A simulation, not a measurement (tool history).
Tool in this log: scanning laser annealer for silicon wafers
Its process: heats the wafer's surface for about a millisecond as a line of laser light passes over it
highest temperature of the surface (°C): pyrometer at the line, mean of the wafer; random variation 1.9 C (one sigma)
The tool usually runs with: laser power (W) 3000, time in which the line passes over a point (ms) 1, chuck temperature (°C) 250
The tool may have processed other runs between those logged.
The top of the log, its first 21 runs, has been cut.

run,day,laser power (W),time in which the line passes over a point (ms),chuck temperature (°C),highest temperature of the surface (°C)
22,10.088,2563,0.89,238,866
23,10.567,3275,0.75,248,1034
24,11.125,2865,1,250,1026
25,11.679,3167,1,257,1147
26,12.1,3259,1,250,1171
27,12.592,2576,0.75,223,792
28,13.054,3064,1.01,237,1093
29,13.325,3000,0.76,289,989
30,13.604,3162,0.88,265,1083
31,14.154,3000,1,223,1049
32,14.575,3000,1,223,1047
33,15.188,2910,1.18,247,1118
34,15.746,3260,0.87,251,1097
35,16.029,3260,0.87,251,1094
36,16.388,3000,0.88,240,1001
37,16.904,3000,0.88,240,998
38,17.546,3000,1,215,1037
39,18.096,3172,0.8,250,1027
40,18.388,3172,0.8,250,1021

Branching from run 40: 4 alternative next runs. What would each branch give?
A,18.704,2843,0.8,250,?
B,18.704,3000,0.98,250,?
C,18.704,3000,0.84,250,?
D,18.704,3185,1,250,?

run,highest temperature of the surface (°C)
A,919
B,1056
C,986
D,1134
The same runs, with their run-to-run variation unchanged, on a tool lacking any hidden condition would have given:
run,highest temperature of the surface (°C)
A,939
B,1080
C,1008
D,1160
